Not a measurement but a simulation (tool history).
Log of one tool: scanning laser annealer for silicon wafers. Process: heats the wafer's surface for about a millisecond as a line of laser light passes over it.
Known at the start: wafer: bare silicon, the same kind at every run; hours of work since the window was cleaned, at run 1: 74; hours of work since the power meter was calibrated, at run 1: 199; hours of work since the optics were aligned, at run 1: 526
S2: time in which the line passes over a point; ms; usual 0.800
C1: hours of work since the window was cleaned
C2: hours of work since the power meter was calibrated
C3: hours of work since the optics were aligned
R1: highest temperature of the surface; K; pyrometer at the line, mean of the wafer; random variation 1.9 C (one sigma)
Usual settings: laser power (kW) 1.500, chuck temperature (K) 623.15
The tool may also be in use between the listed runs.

run 1 day=0.000 | laser_power_(kW)=1.500 S2=0.800 chuck_temperature_(K)=623.15 | C1=74 C2=199 C3=526 | R1=1430.15
run 2 day=3.904 | laser_power_(kW)=1.500 S2=0.786 chuck_temperature_(K)=623.15 | C1=134 C2=259 C3=586 | R1=1417.15
run 3 day=5.575 | laser_power_(kW)=1.500 S2=0.786 chuck_temperature_(K)=623.15 | C1=160 C2=285 C3=612 | R1=1416.15
run 4 day=8.308 | laser_power_(kW)=1.500 S2=0.786 chuck_temperature_(K)=623.15 | C1=202 C2=328 C3=654 | R1=1414.15
run 5 day=9.883 | laser_power_(kW)=1.500 S2=0.786 chuck_temperature_(K)=623.15 | C1=227 C2=352 C3=679 | R1=1409.15
run 6 day=12.762 | laser_power_(kW)=1.500 S2=0.786 chuck_temperature_(K)=623.15 | C1=271 C2=397 C3=723 | R1=1405.15
-- day=14.429 optics aligned, line set to its width
run 7 day=14.829 | laser_power_(kW)=1.500 S2=0.786 chuck_temperature_(K)=623.15 | C1=300 C2=425 C3=6 | R1=1416.15
-- day=15.483 window over the wafer cleaned
run 8 day=18.058 | laser_power_(kW)=1.500 S2=0.786 chuck_temperature_(K)=623.15 | C1=40 C2=474 C3=55 | R1=1432.15
run 9 day=19.762 | laser_power_(kW)=1.500 S2=0.786 chuck_temperature_(K)=623.15 | C1=66 C2=500 C3=81 | R1=1431.15
run 10 day=21.888 | laser_power_(kW)=1.500 S2=0.786 chuck_temperature_(K)=623.15 | C1=99 C2=533 C3=114 | R1=1429.15
run 11 day=24.983 | laser_power_(kW)=1.500 S2=0.800 chuck_temperature_(K)=623.15 | C1=147 C2=581 C3=162 | R1=1431.15
run 12 day=28.000 | laser_power_(kW)=1.500 S2=0.800 chuck_temperature_(K)=623.15 | C1=194 C2=628 C3=209 | R1=1426.15
run 13 day=29.592 | laser_power_(kW)=1.500 S2=0.800 chuck_temperature_(K)=623.15 | C1=218 C2=652 C3=233 | R1=1426.15
run 14 day=31.867 | laser_power_(kW)=1.500 S2=0.653 chuck_temperature_(K)=623.15 | C1=253 C2=688 C3=268 | R1=1344.15
run 15 day=34.946 | laser_power_(kW)=1.500 S2=0.800 chuck_temperature_(K)=623.15 | C1=301 C2=735 C3=316 | R1=1421.15
-- day=35.383 window over the wafer cleaned
run 16 day=37.471 | laser_power_(kW)=1.311 S2=0.800 chuck_temperature_(K)=623.15 | C1=32 C2=773 C3=354 | R1=1307.15
run 17 day=41.371 | laser_power_(kW)=1.311 S2=0.800 chuck_temperature_(K)=623.15 | C1=93 C2=833 C3=414 | R1=1306.15
run 18 day=43.421 | laser_power_(kW)=1.394 S2=0.800 chuck_temperature_(K)=623.15 | C1=124 C2=865 C3=446 | R1=1358.15
run 19 day=45.267 | laser_power_(kW)=1.330 S2=0.825 chuck_temperature_(K)=625.15 | C1=153 C2=894 C3=474 | R1=1328.15
run 20 day=48.092 | laser_power_(kW)=1.330 S2=0.825 chuck_temperature_(K)=625.15 | C1=197 C2=937 C3=518 | R1=1323.15
run 21 day=50.688 | laser_power_(kW)=1.330 S2=0.825 chuck_temperature_(K)=625.15 | C1=237 C2=977 C3=558 | R1=1321.15
run 22 day=53.008 | laser_power_(kW)=1.390 S2=0.800 chuck_temperature_(K)=623.15 | C1=273 C2=1013 C3=594 | R1=1346.15
-- day=55.262 window over the wafer cleaned
run 23 day=56.658 | laser_power_(kW)=1.299 S2=0.800 chuck_temperature_(K)=620.15 | C1=22 C2=1068 C3=649 | R1=1292.15
run 24 day=59.492 | laser_power_(kW)=1.299 S2=0.800 chuck_temperature_(K)=620.15 | C1=65 C2=1112 C3=693 | R1=1293.15
-- day=63.079 optics aligned, line set to its width
run 25 day=63.121 | laser_power_(kW)=1.299 S2=0.800 chuck_temperature_(K)=620.15 | C1=118 C2=1165 C3=1 | R1=1301.15
run 26 day=65.333 | laser_power_(kW)=1.464 S2=0.956 chuck_temperature_(K)=620.15 | C1=153 C2=1200 C3=35 | R1=1484.15
run 27 day=69.229 | laser_power_(kW)=1.464 S2=0.956 chuck_temperature_(K)=610.15 | C1=213 C2=1260 C3=95 | R1=1470.15
run 28 day=72.838 | laser_power_(kW)=1.464 S2=0.956 chuck_temperature_(K)=610.15 | C1=269 C2=1316 C3=151 | R1=1463.15
run 29 day=74.704 | laser_power_(kW)=1.500 S2=0.649 chuck_temperature_(K)=632.15 | C1=298 C2=1344 C3=180 | R1=1348.15
-- day=75.592 window over the wafer cleaned
run 30 day=78.517 | laser_power_(kW)=1.511 S2=0.710 chuck_temperature_(K)=644.15 | C1=45 C2=1402 C3=238 | R1=1413.15
run 31 day=81.154 | laser_power_(kW)=1.642 S2=0.720 chuck_temperature_(K)=623.15 | C1=86 C2=1443 C3=278 | R1=1477.15
run 32 day=84.696 | laser_power_(kW)=1.295 S2=0.790 chuck_temperature_(K)=623.15 | C1=141 C2=1498 C3=333 | R1=1289.15
run 33 day=86.988 | laser_power_(kW)=1.393 S2=0.809 chuck_temperature_(K)=623.15 | C1=176 C2=1533 C3=369 | R1=1356.15
run 34 day=88.696 | laser_power_(kW)=1.404 S2=0.945 chuck_temperature_(K)=619.15 | C1=203 C2=1560 C3=395 | R1=1422.15
run 35 day=91.542 | laser_power_(kW)=1.317 S2=0.945 chuck_temperature_(K)=587.15 | C1=247 C2=1604 C3=439 | R1=1325.15
run 36 day=94.758 | laser_power_(kW)=1.317 S2=0.638 chuck_temperature_(K)=587.15 | C1=297 C2=1653 C3=489 | R1=1185.15

Forecast each of these 3 alternatives for the next run:
-- day=95.733 window over the wafer cleaned
run A day=97.404 | laser_power_(kW)=1.504 S2=0.800 chuck_temperature_(K)=620.15 | C1=26 C2=1693 C3=528 | R1=?
-- day=95.733 window over the wafer cleaned
run B day=97.404 | laser_power_(kW)=1.365 S2=0.753 chuck_temperature_(K)=626.15 | C1=26 C2=1693 C3=528 | R1=?
-- day=95.733 window over the wafer cleaned
run C day=97.404 | laser_power_(kW)=1.518 S2=0.706 chuck_temperature_(K)=607.15 | C1=26 C2=1693 C3=528 | R1=?

run=A R1=1427.15
run=B R1=1317.15
run=C R1=1373.15
Without the tool's hidden state the same runs would have given:
run=A R1=1446.15
run=B R1=1333.15
run=C R1=1390.15
